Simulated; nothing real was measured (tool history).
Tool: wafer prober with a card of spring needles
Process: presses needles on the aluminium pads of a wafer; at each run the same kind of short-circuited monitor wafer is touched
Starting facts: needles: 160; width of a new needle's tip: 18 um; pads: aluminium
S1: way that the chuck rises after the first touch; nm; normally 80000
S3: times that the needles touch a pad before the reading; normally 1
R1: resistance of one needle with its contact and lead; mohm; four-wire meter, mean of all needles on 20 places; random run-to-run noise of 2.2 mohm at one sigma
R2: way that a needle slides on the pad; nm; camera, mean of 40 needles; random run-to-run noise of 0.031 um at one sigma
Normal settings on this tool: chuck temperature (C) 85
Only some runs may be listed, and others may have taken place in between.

Run 1, hour 0.0: usual settings. Result: R1 351 mohm, R2 21100 nm.
At hour 28.9: tips cleaned on abrasive film.
At hour 67.2: tips cleaned on abrasive film.
Run 2, hour 77.3: usual settings. Result: R1 411 mohm, R2 21060 nm.
At hour 102.9: tips cleaned on abrasive film.
At hour 135.6: tips cleaned on abrasive film.
Run 3, hour 160.0: usual settings but chuck temperature (C) 100. Result: R1 483 mohm, R2 20990 nm.
At hour 171.0: tips cleaned on abrasive film.
At hour 204.6: tips cleaned on abrasive film.
At hour 239.8: tips cleaned on abrasive film.
Run 4, hour 239.8: usual settings but chuck temperature (C) 100. Result: R1 266 mohm, R2 20850 nm.
At hour 276.9: tips cleaned on abrasive film.
Run 5, hour 297.5: usual settings but S1 82000 nm, chuck temperature (C) 100. Result: R1 475 mohm, R2 21460 nm.
At hour 309.6: tips cleaned on abrasive film.
Run 6, hour 337.8: usual settings but S1 82000 nm, chuck temperature (C) 100. Result: R1 475 mohm, R2 21440 nm.
At hour 343.0: tips cleaned on abrasive film.
At hour 364.8: height of the first contact set anew.
At hour 376.8: tips cleaned on abrasive film.
Run 7, hour 383.1: usual settings but S1 72000 nm, chuck temperature (C) 100. Result: R1 417 mohm, R2 19300 nm.
At hour 406.6: tips cleaned on abrasive film, once more.
At hour 442.3: tips cleaned on abrasive film.
Run 8, hour 457.1: usual settings but S1 72000 nm, chuck temperature (C) 100. Result: R1 495 mohm, R2 19240 nm.
At hour 476.6: tips cleaned on abrasive film.
At hour 514.2: tips cleaned on abrasive film.
Run 9, hour 531.1: usual settings but S1 72000 nm, chuck temperature (C) 100. Result: R1 512 mohm, R2 19170 nm.
At hour 547.5: tips cleaned on abrasive film.
At hour 581.7: tips cleaned on abrasive film.
Run 10, hour 600.4: usual settings but S1 72000 nm, chuck temperature (C) 100. Result: R1 521 mohm, R2 19130 nm.
At hour 619.3: tips cleaned on abrasive film.
Run 11, hour 636.7: usual settings but S1 73000 nm. Result: R1 520 mohm, R2 19400 nm.
At hour 651.3: tips cleaned on abrasive film.
Run 12, hour 679.3: usual settings but S1 73000 nm. Result: R1 547 mohm, R2 19440 nm.
At hour 684.1: tips cleaned on abrasive film.
At hour 718.2: tips cleaned on abrasive film.
Run 13, hour 738.7: usual settings but S1 73000 nm. Result: R1 541 mohm, R2 19360 nm.
At hour 752.1: tips cleaned on abrasive film.
At hour 785.8: tips cleaned on abrasive film.
Run 14, hour 806.6: usual settings but S1 73000 nm. Result: R1 541 mohm, R2 19340 nm.
At hour 821.3: tips cleaned on abrasive film.
At hour 856.8: tips cleaned on abrasive film.
Run 15, hour 860.6: usual settings but S1 73000 nm. Result: R1 365 mohm, R2 19310 nm.
At hour 890.2: tips cleaned on abrasive film.
At hour 924.8: tips cleaned on abrasive film.
Run 16, hour 933.9: usual settings but S1 65000 nm, chuck temperature (C) 52. Result: R1 505 mohm, R2 17100 nm.
At hour 956.7: tips cleaned on abrasive film.
At hour 994.7: tips cleaned on abrasive film.
Run 17, hour 1010.0: usual settings but S1 74000 nm, chuck temperature (C) 27, S3 2. Result: R1 407 mohm, R2 19520 nm.
At hour 1030.3: tips cleaned on abrasive film.
Run 18, hour 1058.2: usual settings but S1 74000 nm, chuck temperature (C) 25, S3 2. Result: R1 438 mohm, R2 19440 nm.
At hour 1065.7: tips cleaned on abrasive film.
At hour 1098.5: tips cleaned on abrasive film.
Run 19, hour 1104.5: usual settings but S1 89000 nm, chuck temperature (C) 117, S3 2. Result: R1 320 mohm, R2 23460 nm.
At hour 1135.1: tips cleaned on abrasive film.
Run 20, hour 1164.4: usual settings but S1 71000 nm. Result: R1 576 mohm, R2 18590 nm.
At hour 1168.0: tips cleaned on abrasive film.
At hour 1200.3: tips cleaned on abrasive film.
Run 21, hour 1207.2: usual settings but chuck temperature (C) 97. Result: R1 399 mohm, R2 20980 nm.
At hour 1231.6: tips cleaned on abrasive film.
At hour 1266.0: tips cleaned on abrasive film.
Run 22, hour 1280.1: usual settings. Result: R1 480 mohm, R2 20940 nm.
At hour 1300.8: tips cleaned on abrasive film.
Run 23, hour 1329.2: usual settings but S1 81000 nm, chuck temperature (C) 57. Result: R1 516 mohm, R2 21180 nm.
At hour 1335.4: tips cleaned on abrasive film.
At hour 1349.8: height of the first contact set anew.
At hour 1367.8: tips cleaned on abrasive film.
At hour 1400.2: tips cleaned on abrasive film.
Run 24, hour 1414.3: usual settings but S1 81000 nm, chuck temperature (C) 57. Result: R1 457 mohm, R2 21650 nm.
At hour 1431.8: tips cleaned on abrasive film.
Run 25, hour 1450.8: usual settings but S1 81000 nm, chuck temperature (C) 27, S3 3. Result: R1 328 mohm, R2 21640 nm.
At hour 1468.5: tips cleaned on abrasive film.
Run 26, hour 1498.7: usual settings but S1 68000 nm, chuck temperature (C) 27, S3 2. Result: R1 469 mohm, R2 18170 nm.
At hour 1505.3: tips cleaned on abrasive film.
At hour 1542.1: tips cleaned on abrasive film.
At hour 1577.3: tips cleaned on abrasive film.
Run 27, hour 1580.5: usual settings but S1 84000 nm, chuck temperature (C) 33. Result: R1 332 mohm, R2 22370 nm.
At hour 1612.9: tips cleaned on abrasive film.
Run 28, hour 1641.2: usual settings but S1 84000 nm, chuck temperature (C) 31. Result: R1 503 mohm, R2 22400 nm.

What if the next run were any one of these 3? Each begins from the tool's condition after run 28:
At hour 1645.2: tips cleaned on abrasive film.
At hour 1676.9: tips cleaned on abrasive film.
Run A, hour 1676.9: usual settings but chuck temperature (C) 111, S3 2. Result: R1 ?, R2 ?.
At hour 1645.2: tips cleaned on abrasive film.
At hour 1676.9: tips cleaned on abrasive film.
Run B, hour 1676.9: usual settings but S1 100000 nm, chuck temperature (C) 31. Result: R1 ?, R2 ?.
At hour 1645.2: tips cleaned on abrasive film.
At hour 1676.9: tips cleaned on abrasive film.
Run C, hour 1676.9: usual settings but S1 84000 nm, chuck temperature (C) 31, S3 2. Result: R1 ?, R2 ?.

run   R1     R2
  A  268  21260
  B  245  26610
  C  247  22330
Had the tool no hidden state, the same runs would have come out as:
run   R1     R2
  A  256  21430
  B  231  26780
  C  235  22500

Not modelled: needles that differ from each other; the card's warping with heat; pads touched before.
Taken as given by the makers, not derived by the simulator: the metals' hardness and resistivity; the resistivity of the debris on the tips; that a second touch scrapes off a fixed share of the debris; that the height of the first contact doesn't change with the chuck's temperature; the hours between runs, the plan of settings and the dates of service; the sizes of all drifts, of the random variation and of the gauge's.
